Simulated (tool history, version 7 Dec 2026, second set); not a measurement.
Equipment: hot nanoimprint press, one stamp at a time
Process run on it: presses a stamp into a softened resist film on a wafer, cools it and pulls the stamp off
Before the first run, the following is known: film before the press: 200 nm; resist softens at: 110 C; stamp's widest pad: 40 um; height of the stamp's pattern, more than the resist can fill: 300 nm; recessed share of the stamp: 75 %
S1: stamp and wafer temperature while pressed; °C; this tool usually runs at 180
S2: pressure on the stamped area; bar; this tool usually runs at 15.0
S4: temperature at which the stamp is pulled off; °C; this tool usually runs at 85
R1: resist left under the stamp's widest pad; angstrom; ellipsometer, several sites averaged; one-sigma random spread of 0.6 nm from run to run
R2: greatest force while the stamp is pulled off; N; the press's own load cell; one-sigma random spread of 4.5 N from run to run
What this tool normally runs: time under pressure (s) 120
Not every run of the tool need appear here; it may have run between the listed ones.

{"run": 1, "day": 0.0, "S1": 180, "S2": 15.0, "time under pressure (s)": 120, "S4": 85, "R1": 1140, "R2": 215}
{"run": 2, "day": 0.942, "S1": 180, "S2": 15.0, "time under pressure (s)": 120, "S4": 85, "R1": 1138, "R2": 225}
{"run": 3, "day": 1.6, "S1": 180, "S2": 15.0, "time under pressure (s)": 120, "S4": 85, "R1": 1142, "R2": 226}
{"run": 4, "day": 2.288, "S1": 180, "S2": 15.0, "time under pressure (s)": 120, "S4": 92, "R1": 1140, "R2": 199}
{"run": 5, "day": 2.858, "S1": 180, "S2": 15.0, "time under pressure (s)": 120, "S4": 92, "R1": 1141, "R2": 197}
{"run": 6, "day": 3.546, "S1": 180, "S2": 15.0, "time under pressure (s)": 120, "S4": 85, "R1": 1152, "R2": 223}
{"run": 7, "day": 4.308, "S1": 180, "S2": 15.0, "time under pressure (s)": 120, "S4": 85, "R1": 1144, "R2": 221}
{"run": 8, "day": 5.167, "S1": 180, "S2": 15.0, "time under pressure (s)": 213, "S4": 85, "R1": 959, "R2": 223}
{"run": 9, "day": 5.729, "S1": 190, "S2": 15.0, "time under pressure (s)": 213, "S4": 85, "R1": 669, "R2": 214}
{"run": 10, "day": 6.412, "S1": 180, "S2": 15.0, "time under pressure (s)": 70, "S4": 85, "R1": 1341, "R2": 219}
{"day": 6.929, "done": "plate thermocouple calibrated"}
{"run": 11, "day": 7.075, "S1": 187, "S2": 15.0, "time under pressure (s)": 70, "S4": 85, "R1": 1074, "R2": 215}
{"run": 12, "day": 7.754, "S1": 187, "S2": 15.0, "time under pressure (s)": 70, "S4": 85, "R1": 1076, "R2": 223}
{"run": 13, "day": 8.454, "S1": 187, "S2": 15.0, "time under pressure (s)": 70, "S4": 85, "R1": 1078, "R2": 222}
{"run": 14, "day": 9.421, "S1": 180, "S2": 15.0, "time under pressure (s)": 120, "S4": 85, "R1": 1146, "R2": 222}
{"run": 15, "day": 10.054, "S1": 180, "S2": 15.0, "time under pressure (s)": 120, "S4": 85, "R1": 1149, "R2": 219}
{"run": 16, "day": 10.692, "S1": 180, "S2": 15.0, "time under pressure (s)": 120, "S4": 85, "R1": 1159, "R2": 225}
{"run": 17, "day": 11.129, "S1": 190, "S2": 15.0, "time under pressure (s)": 215, "S4": 90, "R1": 653, "R2": 204}
{"run": 18, "day": 11.829, "S1": 189, "S2": 16.0, "time under pressure (s)": 91, "S4": 83, "R1": 894, "R2": 232}
{"run": 19, "day": 12.567, "S1": 186, "S2": 9.7, "time under pressure (s)": 120, "S4": 75, "R1": 1168, "R2": 256}
{"run": 20, "day": 12.992, "S1": 189, "S2": 15.0, "time under pressure (s)": 69, "S4": 85, "R1": 1014, "R2": 223}
{"run": 21, "day": 13.912, "S1": 189, "S2": 15.0, "time under pressure (s)": 113, "S4": 85, "R1": 877, "R2": 219}
{"run": 22, "day": 14.771, "S1": 189, "S2": 15.0, "time under pressure (s)": 113, "S4": 85, "R1": 869, "R2": 214}
{"run": 23, "day": 15.292, "S1": 189, "S2": 15.0, "time under pressure (s)": 113, "S4": 85, "R1": 863, "R2": 215}
{"run": 24, "day": 16.246, "S1": 188, "S2": 15.0, "time under pressure (s)": 83, "S4": 90, "R1": 1001, "R2": 203}
{"run": 25, "day": 16.704, "S1": 172, "S2": 17.6, "time under pressure (s)": 83, "S4": 90, "R1": 1542, "R2": 199}
{"run": 26, "day": 17.221, "S1": 171, "S2": 17.6, "time under pressure (s)": 62, "S4": 70, "R1": 1645, "R2": 275}
{"run": 27, "day": 18.029, "S1": 171, "S2": 17.6, "time under pressure (s)": 62, "S4": 70, "R1": 1668, "R2": 267}
{"run": 28, "day": 18.946, "S1": 171, "S2": 17.6, "time under pressure (s)": 62, "S4": 70, "R1": 1647, "R2": 280}
{"run": 29, "day": 19.842, "S1": 178, "S2": 9.8, "time under pressure (s)": 158, "S4": 88, "R1": 1385, "R2": 209}

5 ways to go on from here, each from the tool as it stands after run 29. What would each give?
{"run": "A", "day": 20.367, "S1": 178, "S2": 22.1, "time under pressure (s)": 158, "S4": 78, "R1": "?", "R2": "?"}
{"run": "B", "day": 20.367, "S1": 178, "S2": 9.8, "time under pressure (s)": 150, "S4": 82, "R1": "?", "R2": "?"}
{"run": "C", "day": 20.367, "S1": 190, "S2": 9.8, "time under pressure (s)": 158, "S4": 88, "R1": "?", "R2": "?"}
{"run": "D", "day": 20.367, "S1": 189, "S2": 10.5, "time under pressure (s)": 158, "S4": 87, "R1": "?", "R2": "?"}
{"run": "E", "day": 20.367, "S1": 184, "S2": 15.0, "time under pressure (s)": 120, "S4": 76, "R1": "?", "R2": "?"}

run=A R1=950 R2=250
run=B R1=1411 R2=234
run=C R1=943 R2=208
run=D R1=944 R2=216
run=E R1=1023 R2=250
Without the tool's unlogged condition, the same runs would have read:
run=A R1=925 R2=248
run=B R1=1375 R2=233
run=C R1=919 R2=207
run=D R1=919 R2=214
run=E R1=997 R2=248
